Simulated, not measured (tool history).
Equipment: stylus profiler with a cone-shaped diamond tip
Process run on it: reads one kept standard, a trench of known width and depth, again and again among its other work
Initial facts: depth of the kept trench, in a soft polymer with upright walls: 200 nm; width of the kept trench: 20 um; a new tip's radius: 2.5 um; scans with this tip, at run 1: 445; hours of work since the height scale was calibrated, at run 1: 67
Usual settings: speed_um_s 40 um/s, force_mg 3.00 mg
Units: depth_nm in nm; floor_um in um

run	hour	speed_um_s	force_mg	scans with this tip	hours of work since the height scale was calibrated	depth_nm	floor_um
1	0.0	40	3.00	445	67	201.67	17.92
2	10.3	40	3.00	478	72	201.75	17.86
3	21.9	52	3.00	515	78	201.69	17.81
4	29.0	52	3.00	538	81	201.68	17.86
5	43.7	52	3.00	586	88	201.61	17.84
6	60.7	52	3.00	640	97	201.68	17.89
7	70.6	52	3.00	672	101	201.64	17.83
8	80.2	17	3.00	703	106	201.75	17.95
9	96.7	10	3.00	756	114	201.74	17.97
10	112.7	40	4.74	808	122	202.39	17.90
11	124.2	40	4.74	845	127	202.27	17.90
12	141.1	40	4.74	899	136	202.32	17.93
13	158.4	40	4.74	955	144	202.36	17.93
14	166.8	40	4.74	982	148	202.43	17.95
15	175.1	40	4.74	1009	152	202.30	18.01
16	184.3	40	3.00	1038	156	201.58	17.90
17	196.7	40	3.00	1078	162	201.74	17.91
18	209.4	40	3.00	1119	169	201.72	17.90
19	219.6	40	3.00	1152	174	201.69	17.87
20	226.7	40	3.00	1175	177	201.72	17.90
21	239.6	40	2.85	1216	183	201.67	17.89
22	246.6	40	2.85	1239	187	201.74	17.90
23	257.5	125	3.00	1274	192	201.66	17.62
24	268.5	125	3.00	1309	197	201.70	17.66
25	279.6	119	4.27	1345	203	202.19	17.71
26	290.1	11	1.90	1379	208	201.24	17.98
27	304.9	144	4.52	1426	215	202.15	17.64
28	321.8	11	2.65	1480	223	201.59	17.99
29	338.6	40	3.37	1535	231	201.88	17.94
30	353.7	16	3.00	1583	239	201.71	17.98
31	366.6	27	1.90	1625	245	201.32	17.93
32	379.1	27	1.90	1665	251	201.25	17.88
33	389.9	54	2.03	1700	256	201.28	17.84
34	404.2	31	2.03	1746	263	201.32	17.91
35	417.7	92	5.76	1789	270	202.66	17.78
36	431.3	14	1.16	1833	276	200.92	17.99
37	446.9	14	1.16	1883	284	200.97	17.98
38	458.7	30	2.51	1921	290	201.51	17.95
39	469.9	117	8.11	1957	295	203.42	17.81
40	485.0	15	8.53	2006	302	203.47	17.98
41	499.2	154	3.00	2051	309	201.70	17.52
42	509.6	45	1.82	2085	314	201.20	17.86
43	525.3	45	1.82	2135	322	201.22	17.80
44	534.3	15	2.48	2164	326	201.60	17.99
45	549.3	35	3.00	2212	333	201.59	17.98
46	556.5	23	3.00	2236	337	201.73	17.88
47	573.7	23	3.00	2291	345	201.77	17.97

3 options for the next run, each taken on its own from the tool as it stands now. Forecast them:
A	588.3	33	5.94	2338	352	?	?
B	588.3	40	1.52	2338	352	?	?
C	588.3	147	5.71	2338	352	?	?

run	depth_nm	floor_um
A	202.80	17.94
B	201.06	17.87
C	202.59	17.65
Take away the tool's hidden state, keep each run's random variation, and the runs would have read:
run	depth_nm	floor_um
A	202.80	17.95
B	201.06	17.88
C	202.59	17.66
